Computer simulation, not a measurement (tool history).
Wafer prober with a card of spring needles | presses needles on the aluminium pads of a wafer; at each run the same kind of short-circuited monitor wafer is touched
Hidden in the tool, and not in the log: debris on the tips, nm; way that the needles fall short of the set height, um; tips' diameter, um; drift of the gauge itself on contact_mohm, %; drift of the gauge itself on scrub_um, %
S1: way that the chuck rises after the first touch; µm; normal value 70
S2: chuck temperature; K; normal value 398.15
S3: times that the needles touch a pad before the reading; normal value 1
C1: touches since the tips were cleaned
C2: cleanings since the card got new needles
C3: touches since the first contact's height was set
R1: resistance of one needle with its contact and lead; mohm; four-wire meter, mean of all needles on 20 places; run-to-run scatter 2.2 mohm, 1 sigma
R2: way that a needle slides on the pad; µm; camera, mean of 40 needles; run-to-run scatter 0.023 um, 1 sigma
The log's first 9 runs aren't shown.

run,day,S1,S2,S3,C1,C2,C3,R1,R2
# day 7.95: tips cleaned on abrasive film
10,8.596,70,398.15,2,3527,44,65986,406,17.7
# day 9.367: tips cleaned on abrasive film
11,9.542,70,398.15,2,960,45,71149,335,17.66
12,10.642,70,398.15,2,6979,45,77168,430,17.65
# day 10.717: tips cleaned on abrasive film
13,11.354,70,398.15,2,3483,46,81044,401,17.62
# day 12.108: tips cleaned on abrasive film
14,12.671,80,398.15,1,3092,47,88246,441,20.21
# day 13.471: tips cleaned on abrasive film
15,13.883,70,398.15,1,2263,48,94849,468,17.66
# day 14.842: tips cleaned on abrasive film
16,15.246,70,307.15,1,2209,49,102286,485,17.62
17,16.054,70,307.15,1,6654,49,106731,573,17.6
# day 16.3: tips cleaned on abrasive film
18,16.833,55,300.15,2,2935,50,110972,488,13.75
# day 17.758: tips cleaned on abrasive film
19,18.271,64,323.15,3,2814,51,118825,352,16.06
# day 19.167: tips cleaned on abrasive film
20,19.567,64,317.15,3,2180,52,125879,336,15.99
21,20.254,64,317.15,3,5966,52,129665,374,16.01
# day 20.592: tips cleaned on abrasive film
22,21.1,55,304.15,1,2778,53,134262,699,13.66
# day 21.954: tips cleaned on abrasive film
23,22.583,70,398.15,2,3450,54,142371,407,17.5
# day 23.358: tips cleaned on abrasive film
24,23.358,70,314.15,1,0,55,146581,260,17.47
25,24.225,80,398.15,1,4744,55,151325,471,20.06
# day 24.725: tips cleaned on abrasive film
26,25.354,80,398.15,1,3455,56,157505,466,20.03
# day 25.517: height of the first contact set anew
# day 26.121: tips cleaned on abrasive film
27,26.917,80,398.15,1,4362,57,7637,461,20.34
# day 27.542: tips cleaned on abrasive film
28,28.112,80,348.15,3,3115,58,14153,316,20.36
29,28.825,57,301.15,3,7027,58,18065,412,14.53
# day 28.938: tips cleaned on abrasive film
30,29.938,57,301.15,3,5470,59,24135,412,14.47
# day 30.425: tips cleaned on abrasive film
31,31.262,57,301.15,3,4589,60,31360,403,14.44
# day 31.867: tips cleaned on abrasive film
32,32.379,85,398.15,2,2803,61,37455,346,21.59

Branching from run 32: 3 alternative next runs. What would each branch give?
# day 33.3: tips cleaned on abrasive film
A,33.996,85,345.15,2,3813,62,46288,?,?
# day 33.3: tips cleaned on abrasive film
B,33.996,69,398.15,2,3813,62,46288,?,?
# day 33.3: tips cleaned on abrasive film
C,33.996,85,398.15,1,3813,62,46288,?,?

run,R1,R2
A,356,21.59
B,419,17.48
C,439,21.58
With no hidden state in the tool, these same runs would have given:
run,R1,R2
A,227,21.7
B,245,17.59
C,242,21.69

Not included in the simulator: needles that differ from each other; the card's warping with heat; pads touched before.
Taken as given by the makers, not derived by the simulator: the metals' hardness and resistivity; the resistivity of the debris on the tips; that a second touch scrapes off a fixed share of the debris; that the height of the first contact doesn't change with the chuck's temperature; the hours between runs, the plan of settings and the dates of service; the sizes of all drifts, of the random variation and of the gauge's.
